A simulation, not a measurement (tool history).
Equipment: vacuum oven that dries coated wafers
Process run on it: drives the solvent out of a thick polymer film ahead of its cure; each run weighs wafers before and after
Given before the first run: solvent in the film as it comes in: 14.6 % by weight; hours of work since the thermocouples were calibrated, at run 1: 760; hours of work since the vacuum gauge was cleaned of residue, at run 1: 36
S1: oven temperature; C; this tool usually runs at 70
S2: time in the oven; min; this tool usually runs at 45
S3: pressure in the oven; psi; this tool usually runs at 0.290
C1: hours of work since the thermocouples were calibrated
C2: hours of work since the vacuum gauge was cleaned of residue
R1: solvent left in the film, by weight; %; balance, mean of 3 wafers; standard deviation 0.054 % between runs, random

run     day  S1  S2     S3   C1   C2     R1
  1   0.000  70  45  0.290  760   36   2.07
  2   0.379  70  45  0.290  765   41   2.11
  3   0.692  70  45  0.290  769   45   2.10
  4   1.346  70  45  0.290  777   54   2.03
  5   2.021  70  45  0.210  786   62   1.67
  6   2.621  70  45  0.290  794   70   2.12
  7   3.075  70  45  0.321  800   76   2.21
  8   3.571  70  45  0.290  806   82   2.18
  9   3.962  70  45  0.290  811   87   2.08
 10   4.571  70  45  0.290  819   95   2.13
 11   4.879  70  45  0.290  823   99   2.08
 12   5.317  59  45  0.290  828  104   4.97
 13   5.938  78  45  0.290  836  112   1.10
 14   6.392  78  45  0.290  842  118   1.14
 15   6.838  78  50  0.290  848  124   1.14
 16   7.500  78  50  1.149  856  132   4.32
 17   7.958  78  50  1.149  862  138   4.27
 18   8.546  78  50  1.149  869  146   4.31
 19   9.079  59  50  1.149  876  152  10.49
 20   9.450  59  50  1.149  881  157  10.33
 21   9.771  75  45  0.290  885  161   1.40
 22  10.296  75  45  0.290  892  168   1.42
 23  10.658  75  45  0.290  896  173   1.43
 24  11.004  75  45  0.290  901  177   1.43
 25  11.700  79  48  0.145  910  186   0.61
 26  12.417  55  45  0.450  919  195   7.41
 27  12.721  74  45  0.290  923  199   1.47
 28  13.338  74  45  0.290  931  207   1.50
 29  13.792  69  37  0.830  936  213   5.35
 30  14.517  69  37  0.574  946  222   4.06
 31  14.817  58  37  0.148  950  226   5.09
 32  15.396  58  37  0.148  957  233   4.95
 33  16.012  58  37  0.148  965  241   5.04
 34  16.442  65  37  0.260  970  247   3.61
 35  17.125  65  37  0.260  979  255   3.68
 36  17.517  79  76  0.495  984  260   1.73

Forecast run 37:
 37  18.046  79  76  0.495  991  267   ?

R1: 1.75 %
With the hidden condition absent and the run-to-run variation left alone, this run would have shown R1 1.74 %.
